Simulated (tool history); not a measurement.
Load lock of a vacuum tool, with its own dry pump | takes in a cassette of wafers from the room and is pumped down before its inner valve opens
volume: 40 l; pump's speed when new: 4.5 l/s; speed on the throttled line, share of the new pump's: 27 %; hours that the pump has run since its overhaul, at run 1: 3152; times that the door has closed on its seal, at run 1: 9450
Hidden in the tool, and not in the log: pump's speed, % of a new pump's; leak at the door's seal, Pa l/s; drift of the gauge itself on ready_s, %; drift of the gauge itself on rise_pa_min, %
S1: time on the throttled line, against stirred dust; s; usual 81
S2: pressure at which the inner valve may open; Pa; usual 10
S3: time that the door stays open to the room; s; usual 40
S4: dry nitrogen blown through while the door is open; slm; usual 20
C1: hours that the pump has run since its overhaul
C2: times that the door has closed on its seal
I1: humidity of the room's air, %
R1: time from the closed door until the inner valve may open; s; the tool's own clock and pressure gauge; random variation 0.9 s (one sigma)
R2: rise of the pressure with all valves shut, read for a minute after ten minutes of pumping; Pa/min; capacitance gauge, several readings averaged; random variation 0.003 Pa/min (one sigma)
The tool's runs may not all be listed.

Run 1, hour 0.0: usual settings; C1 3152; C2 9450; I1 45.7. Result: R1 143.4 s, R2 0.069 Pa/min.
Run 2, hour 303.4: usual settings; C1 3455; C2 10238; I1 46.5. Result: R1 145.5 s, R2 0.071 Pa/min.
Run 3, hour 551.1: usual settings; C1 3703; C2 10881; I1 43.6. Result: R1 143.2 s, R2 0.073 Pa/min.
Run 4, hour 812.9: usual settings; C1 3965; C2 11560; I1 45.2. Result: R1 144.7 s, R2 0.073 Pa/min.
Run 5, hour 1005.3: usual settings; C1 4157; C2 12060; I1 45.5. Result: R1 144.8 s, R2 0.079 Pa/min.
Run 6, hour 1182.2: usual settings; C1 4334; C2 12519; I1 45.1. Result: R1 144.0 s, R2 0.081 Pa/min.
Run 7, hour 1410.8: usual settings but S2 13 Pa; C1 4562; C2 13113; I1 45.3. Result: R1 142.5 s, R2 0.078 Pa/min.
Run 8, hour 1681.3: usual settings but S2 13 Pa; C1 4833; C2 13815; I1 44.2. Result: R1 143.0 s, R2 0.083 Pa/min.
Run 9, hour 1896.5: usual settings but S2 13 Pa; C1 5048; C2 14374; I1 44.3. Result: R1 143.4 s, R2 0.087 Pa/min.
Run 10, hour 2172.2: usual settings but S3 232 s; C1 5324; C2 15089; I1 45.6. Result: R1 144.8 s, R2 0.118 Pa/min.
Run 11, hour 2413.2: usual settings but S3 232 s; C1 5565; C2 15715; I1 44.4. Result: R1 147.4 s, R2 0.120 Pa/min.
Run 12, hour 2730.1: usual settings but S1 49 s, S2 8 Pa, S3 28 s, S4 5 slm; C1 5882; C2 16538; I1 43.6. Result: R1 125.2 s, R2 0.107 Pa/min.
Run 13, hour 3068.2: usual settings but S1 91 s, S2 15 Pa, S4 6 slm; C1 6220; C2 17416; I1 44.2. Result: R1 149.4 s, R2 0.116 Pa/min.
Run 14, hour 3206.9: usual settings; C1 6359; C2 17776; I1 46.3. Result: R1 147.5 s, R2 0.095 Pa/min.
Run 15, hour 3538.3: usual settings but S3 97 s; C1 6690; C2 18636; I1 43.2. Result: R1 146.5 s, R2 0.118 Pa/min.
Run 16, hour 3855.8: usual settings but S1 72 s, S4 5 slm; C1 7008; C2 19460; I1 46.5. Result: R1 140.6 s, R2 0.135 Pa/min.

The next listed run, before its measurement:
Run 17, hour 4102.7: usual settings but S1 72 s, S4 5 slm; C1 7254; C2 20101; I1 45.2. Result: R1 ?, R2 ?.

{"run 17": {"R1": 140.2, "R2": 0.133}}
Without the tool's hidden state the same run would have given R1 134.5 s, R2 0.063 Pa/min.

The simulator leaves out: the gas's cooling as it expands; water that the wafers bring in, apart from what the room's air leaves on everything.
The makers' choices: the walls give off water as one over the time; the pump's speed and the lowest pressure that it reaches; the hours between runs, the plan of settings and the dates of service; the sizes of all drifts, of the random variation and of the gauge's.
